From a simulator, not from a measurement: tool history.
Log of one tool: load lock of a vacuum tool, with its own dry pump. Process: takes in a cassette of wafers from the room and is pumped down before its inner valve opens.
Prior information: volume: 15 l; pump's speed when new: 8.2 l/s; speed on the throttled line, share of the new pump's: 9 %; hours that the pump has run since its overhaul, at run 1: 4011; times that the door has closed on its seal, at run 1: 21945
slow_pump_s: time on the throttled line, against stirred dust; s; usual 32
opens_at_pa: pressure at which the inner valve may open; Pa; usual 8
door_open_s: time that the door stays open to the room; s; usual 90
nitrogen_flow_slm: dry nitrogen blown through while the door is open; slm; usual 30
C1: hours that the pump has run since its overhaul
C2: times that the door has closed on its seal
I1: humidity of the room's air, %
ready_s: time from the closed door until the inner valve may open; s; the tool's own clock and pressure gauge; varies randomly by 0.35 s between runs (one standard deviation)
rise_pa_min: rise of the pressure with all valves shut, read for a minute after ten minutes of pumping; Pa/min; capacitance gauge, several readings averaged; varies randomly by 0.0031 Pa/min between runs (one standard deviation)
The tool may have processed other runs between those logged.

{"run": 1, "hour": 0.0, "slow_pump_s": 32, "opens_at_pa": 8, "door_open_s": 90, "nitrogen_flow_slm": 30, "C1": 4011, "C2": 21945, "I1": 43.3, "ready_s": 46.9, "rise_pa_min": 0.114}
{"run": 2, "hour": 81.9, "slow_pump_s": 32, "opens_at_pa": 8, "door_open_s": 90, "nitrogen_flow_slm": 5, "C1": 4093, "C2": 22127, "I1": 41.6, "ready_s": 47.3, "rise_pa_min": 0.146}
{"run": 3, "hour": 172.0, "slow_pump_s": 32, "opens_at_pa": 8, "door_open_s": 90, "nitrogen_flow_slm": 13, "C1": 4183, "C2": 22327, "I1": 43.9, "ready_s": 47.0, "rise_pa_min": 0.135}
{"run": 4, "hour": 264.6, "slow_pump_s": 32, "opens_at_pa": 8, "door_open_s": 90, "nitrogen_flow_slm": 13, "C1": 4276, "C2": 22533, "I1": 43.4, "ready_s": 47.1, "rise_pa_min": 0.133}
{"run": 5, "hour": 325.9, "slow_pump_s": 32, "opens_at_pa": 8, "door_open_s": 90, "nitrogen_flow_slm": 13, "C1": 4337, "C2": 22669, "I1": 46.8, "ready_s": 47.6, "rise_pa_min": 0.14}
{"run": 6, "hour": 375.4, "slow_pump_s": 42, "opens_at_pa": 8, "door_open_s": 90, "nitrogen_flow_slm": 30, "C1": 4387, "C2": 22779, "I1": 47.7, "ready_s": 57.1, "rise_pa_min": 0.12}
{"run": 7, "hour": 474.8, "slow_pump_s": 42, "opens_at_pa": 8, "door_open_s": 90, "nitrogen_flow_slm": 30, "C1": 4486, "C2": 22999, "I1": 46.2, "ready_s": 56.8, "rise_pa_min": 0.12}
{"run": 8, "hour": 554.5, "slow_pump_s": 42, "opens_at_pa": 8, "door_open_s": 90, "nitrogen_flow_slm": 30, "C1": 4566, "C2": 23176, "I1": 43.7, "ready_s": 56.6, "rise_pa_min": 0.113}
{"run": 9, "hour": 599.4, "slow_pump_s": 32, "opens_at_pa": 8, "door_open_s": 90, "nitrogen_flow_slm": 30, "C1": 4610, "C2": 23276, "I1": 47.2, "ready_s": 47.3, "rise_pa_min": 0.116}
{"run": 10, "hour": 684.0, "slow_pump_s": 17, "opens_at_pa": 8, "door_open_s": 90, "nitrogen_flow_slm": 30, "C1": 4695, "C2": 23464, "I1": 44.7, "ready_s": 33.8, "rise_pa_min": 0.113}
{"run": 11, "hour": 741.7, "slow_pump_s": 32, "opens_at_pa": 8, "door_open_s": 81, "nitrogen_flow_slm": 30, "C1": 4753, "C2": 23592, "I1": 41.5, "ready_s": 47.1, "rise_pa_min": 0.108}
{"run": 12, "hour": 787.1, "slow_pump_s": 32, "opens_at_pa": 8, "door_open_s": 147, "nitrogen_flow_slm": 30, "C1": 4798, "C2": 23693, "I1": 44.9, "ready_s": 47.7, "rise_pa_min": 0.143}
{"run": 13, "hour": 864.2, "slow_pump_s": 32, "opens_at_pa": 8, "door_open_s": 147, "nitrogen_flow_slm": 30, "C1": 4875, "C2": 23864, "I1": 45.9, "ready_s": 47.8, "rise_pa_min": 0.139}
{"run": 14, "hour": 939.0, "slow_pump_s": 32, "opens_at_pa": 12, "door_open_s": 90, "nitrogen_flow_slm": 30, "C1": 4950, "C2": 24030, "I1": 43.6, "ready_s": 46.9, "rise_pa_min": 0.114}
{"run": 15, "hour": 1015.1, "slow_pump_s": 32, "opens_at_pa": 12, "door_open_s": 90, "nitrogen_flow_slm": 30, "C1": 5026, "C2": 24199, "I1": 45.6, "ready_s": 46.7, "rise_pa_min": 0.121}
{"run": 16, "hour": 1105.6, "slow_pump_s": 32, "opens_at_pa": 12, "door_open_s": 90, "nitrogen_flow_slm": 30, "C1": 5117, "C2": 24400, "I1": 45.7, "ready_s": 47.2, "rise_pa_min": 0.116}
{"run": 17, "hour": 1183.2, "slow_pump_s": 32, "opens_at_pa": 12, "door_open_s": 90, "nitrogen_flow_slm": 30, "C1": 5194, "C2": 24572, "I1": 42.9, "ready_s": 46.2, "rise_pa_min": 0.116}
{"run": 18, "hour": 1286.5, "slow_pump_s": 32, "opens_at_pa": 12, "door_open_s": 90, "nitrogen_flow_slm": 30, "C1": 5298, "C2": 24801, "I1": 45.3, "ready_s": 47.0, "rise_pa_min": 0.127}
{"run": 19, "hour": 1372.2, "slow_pump_s": 32, "opens_at_pa": 12, "door_open_s": 90, "nitrogen_flow_slm": 30, "C1": 5383, "C2": 24991, "I1": 44.8, "ready_s": 46.7, "rise_pa_min": 0.122}
{"run": 20, "hour": 1415.1, "slow_pump_s": 32, "opens_at_pa": 12, "door_open_s": 90, "nitrogen_flow_slm": 30, "C1": 5426, "C2": 25087, "I1": 44.7, "ready_s": 46.6, "rise_pa_min": 0.119}
{"run": 21, "hour": 1500.4, "slow_pump_s": 32, "opens_at_pa": 14, "door_open_s": 43, "nitrogen_flow_slm": 5, "C1": 5511, "C2": 25276, "I1": 46.0, "ready_s": 46.3, "rise_pa_min": 0.127}
{"run": 22, "hour": 1548.2, "slow_pump_s": 32, "opens_at_pa": 8, "door_open_s": 187, "nitrogen_flow_slm": 30, "C1": 5559, "C2": 25382, "I1": 44.6, "ready_s": 47.8, "rise_pa_min": 0.16}
{"run": 23, "hour": 1621.3, "slow_pump_s": 32, "opens_at_pa": 8, "door_open_s": 187, "nitrogen_flow_slm": 30, "C1": 5632, "C2": 25545, "I1": 43.5, "ready_s": 47.8, "rise_pa_min": 0.165}
{"run": 24, "hour": 1681.2, "slow_pump_s": 32, "opens_at_pa": 10, "door_open_s": 108, "nitrogen_flow_slm": 11, "C1": 5692, "C2": 25677, "I1": 47.2, "ready_s": 47.2, "rise_pa_min": 0.163}
{"run": 25, "hour": 1746.9, "slow_pump_s": 32, "opens_at_pa": 10, "door_open_s": 108, "nitrogen_flow_slm": 6, "C1": 5758, "C2": 25823, "I1": 45.1, "ready_s": 47.0, "rise_pa_min": 0.171}
{"run": 26, "hour": 1847.8, "slow_pump_s": 30, "opens_at_pa": 14, "door_open_s": 70, "nitrogen_flow_slm": 18, "C1": 5859, "C2": 26047, "I1": 45.6, "ready_s": 44.7, "rise_pa_min": 0.123}
{"run": 27, "hour": 1940.2, "slow_pump_s": 30, "opens_at_pa": 14, "door_open_s": 70, "nitrogen_flow_slm": 18, "C1": 5951, "C2": 26252, "I1": 45.6, "ready_s": 44.2, "rise_pa_min": 0.127}
{"run": 28, "hour": 2032.0, "slow_pump_s": 32, "opens_at_pa": 8, "door_open_s": 228, "nitrogen_flow_slm": 30, "C1": 6043, "C2": 26456, "I1": 43.6, "ready_s": 47.9, "rise_pa_min": 0.184}
{"run": 29, "hour": 2097.4, "slow_pump_s": 17, "opens_at_pa": 8, "door_open_s": 105, "nitrogen_flow_slm": 39, "C1": 6108, "C2": 26601, "I1": 44.2, "ready_s": 33.9, "rise_pa_min": 0.124}
{"run": 30, "hour": 2188.0, "slow_pump_s": 17, "opens_at_pa": 8, "door_open_s": 105, "nitrogen_flow_slm": 39, "C1": 6199, "C2": 26802, "I1": 44.7, "ready_s": 34.6, "rise_pa_min": 0.12}
{"run": 31, "hour": 2291.1, "slow_pump_s": 36, "opens_at_pa": 8, "door_open_s": 80, "nitrogen_flow_slm": 8, "C1": 6302, "C2": 27031, "I1": 42.3, "ready_s": 51.2, "rise_pa_min": 0.14}
{"run": 32, "hour": 2354.9, "slow_pump_s": 33, "opens_at_pa": 8, "door_open_s": 80, "nitrogen_flow_slm": 11, "C1": 6366, "C2": 27173, "I1": 43.5, "ready_s": 48.4, "rise_pa_min": 0.144}
{"run": 33, "hour": 2423.0, "slow_pump_s": 31, "opens_at_pa": 13, "door_open_s": 90, "nitrogen_flow_slm": 29, "C1": 6434, "C2": 27324, "I1": 45.7, "ready_s": 45.6, "rise_pa_min": 0.129}
{"run": 34, "hour": 2494.5, "slow_pump_s": 31, "opens_at_pa": 13, "door_open_s": 90, "nitrogen_flow_slm": 29, "C1": 6506, "C2": 27483, "I1": 44.1, "ready_s": 45.9, "rise_pa_min": 0.128}
{"run": 35, "hour": 2561.7, "slow_pump_s": 51, "opens_at_pa": 13, "door_open_s": 90, "nitrogen_flow_slm": 29, "C1": 6573, "C2": 27632, "I1": 50.2, "ready_s": 63.5, "rise_pa_min": 0.137}
{"run": 36, "hour": 2663.0, "slow_pump_s": 32, "opens_at_pa": 8, "door_open_s": 90, "nitrogen_flow_slm": 23, "C1": 6674, "C2": 27857, "I1": 45.7, "ready_s": 48.1, "rise_pa_min": 0.134}
{"run": 37, "hour": 2764.1, "slow_pump_s": 32, "opens_at_pa": 8, "door_open_s": 43, "nitrogen_flow_slm": 5, "C1": 6775, "C2": 28081, "I1": 45.4, "ready_s": 47.5, "rise_pa_min": 0.125}

How would selected steps in ready_s from run to run divide? Give the signed amount a tool lacking its hidden state would still show from settings, what came in and random variation, and the signed amount left for the hidden state, including any gauge scatter that is not in both of the compared results.
Hidden conditions of the tool in this case: pump's speed, % of a new pump's; leak at the door's seal, Pa l/s; drift of the gauge itself on ready_s, %; drift of the gauge itself on rise_pa_min, %.
Run 27 -> 28: slow_pump_s 30 -> 32, opens_at_pa 14 -> 8, door_open_s 70 -> 228, nitrogen_flow_slm 18 -> 30. ready_s +3.7 s: hidden state +0.2, all else +3.5.
Run 30 -> 31: slow_pump_s 17 -> 36, door_open_s 105 -> 80, nitrogen_flow_slm 39 -> 8. ready_s +16.6 s: hidden state -0.2, all else +16.8.
Run 34 -> 35: slow_pump_s 31 -> 51. ready_s +17.6 s: hidden state -0.2, all else +17.8.
Run 35 -> 36: slow_pump_s 51 -> 32, opens_at_pa 13 -> 8, nitrogen_flow_slm 29 -> 23. ready_s -15.4 s: hidden state +0.3, all else -15.7.

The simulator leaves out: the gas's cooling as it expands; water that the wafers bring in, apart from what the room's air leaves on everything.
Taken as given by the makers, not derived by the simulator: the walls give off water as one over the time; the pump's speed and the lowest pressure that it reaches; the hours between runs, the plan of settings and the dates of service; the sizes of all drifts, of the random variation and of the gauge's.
